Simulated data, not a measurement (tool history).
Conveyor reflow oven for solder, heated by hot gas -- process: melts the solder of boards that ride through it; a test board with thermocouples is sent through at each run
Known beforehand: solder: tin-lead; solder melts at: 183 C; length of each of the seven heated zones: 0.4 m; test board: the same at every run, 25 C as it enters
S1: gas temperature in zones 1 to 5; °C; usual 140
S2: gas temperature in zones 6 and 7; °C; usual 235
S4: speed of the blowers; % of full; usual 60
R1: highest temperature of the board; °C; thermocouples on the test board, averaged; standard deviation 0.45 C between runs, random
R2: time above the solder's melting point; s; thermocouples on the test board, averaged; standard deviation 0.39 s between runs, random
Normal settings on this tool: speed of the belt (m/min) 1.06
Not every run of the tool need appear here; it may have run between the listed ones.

Run 1, hour 0: usual settings. Result: R1 208 °C, R2 28 s.
Run 2, hour 33.5: usual settings. Result: R1 207.9 °C, R2 26.8 s.
Run 3, hour 72.7: usual settings. Result: R1 207 °C, R2 27 s.
Run 4, hour 99.2: usual settings. Result: R1 207.2 °C, R2 26.7 s.
Run 5, hour 133.8: usual settings but speed of the belt (m/min) 1.16. Result: R1 202.8 °C, R2 21.4 s.
Run 6, hour 166.2: usual settings but speed of the belt (m/min) 1.16. Result: R1 202.2 °C, R2 20.5 s.
Run 7, hour 192: usual settings but speed of the belt (m/min) 1.16. Result: R1 202.7 °C, R2 21.3 s.
Run 8, hour 212.2: usual settings. Result: R1 206.9 °C, R2 26.2 s.
At hour 237.4: flux residue cleaned out of gas plates and filters.
Run 9, hour 249.7: usual settings. Result: R1 210.4 °C, R2 28.9 s.
Run 10, hour 282.1: usual settings. Result: R1 211 °C, R2 30.4 s.
Run 11, hour 317.5: usual settings. Result: R1 210.2 °C, R2 29.4 s.
Run 12, hour 339.5: usual settings. Result: R1 211.2 °C, R2 29.9 s.
Run 13, hour 366.7: usual settings. Result: R1 211.1 °C, R2 30.1 s.
Run 14, hour 392: usual settings. Result: R1 210.6 °C, R2 29.8 s.
Run 15, hour 423.3: usual settings but S1 152 °C, S2 234 °C, speed of the belt (m/min) 1.19, S4 71 % of full. Result: R1 210.2 °C, R2 28.8 s.
Run 16, hour 452.5: usual settings but S1 152 °C, S2 234 °C, speed of the belt (m/min) 1.01, S4 61 % of full. Result: R1 213.4 °C, R2 37.2 s.
Run 17, hour 492.3: usual settings but speed of the belt (m/min) 1.23. Result: R1 203.7 °C, R2 21.3 s.
Run 18, hour 520.1: usual settings but S1 144 °C, S2 226 °C, speed of the belt (m/min) 1.15. Result: R1 200.6 °C, R2 21.4 s.
Run 19, hour 544.1: usual settings but S1 126 °C, S2 233 °C, speed of the belt (m/min) 0.97. Result: R1 208 °C, R2 28 s.
Run 20, hour 569.9: usual settings but S1 126 °C, S2 233 °C, speed of the belt (m/min) 0.97. Result: R1 209.2 °C, R2 27.8 s.
Run 21, hour 605.3: usual settings but S1 133 °C, S4 67 % of full. Result: R1 209.4 °C, R2 27.8 s.
Run 22, hour 628.3: usual settings but S1 133 °C, S4 67 % of full. Result: R1 209.2 °C, R2 27.8 s.
Run 23, hour 646.5: usual settings but S1 133 °C, S4 67 % of full. Result: R1 209.3 °C, R2 26.8 s.

Below are 4 alternative next runs, each starting from the tool's condition after run 23. Predict each:
Run A, hour 673.2: usual settings but speed of the belt (m/min) 0.9. Result: R1 ?, R2 ?.
Run B, hour 673.2: usual settings but S1 133 °C, S2 227 °C, speed of the belt (m/min) 1.08, S4 71 % of full. Result: R1 ?, R2 ?.
Run C, hour 673.2: usual settings but S1 151 °C, S2 231 °C, S4 80 % of full. Result: R1 ?, R2 ?.
Run D, hour 673.2: usual settings but S2 247 °C. Result: R1 ?, R2 ?.

run     R1    R2
  A  215.5  38.9
  B  202.6  22.4
  C  213.5  33.7
  D    219    34
Without the tool's unlogged condition, the same runs would have read:
run     R1    R2
  A  215.4  38.8
  B    203  22.8
  C  213.6  33.8
  D  219.4  34.1
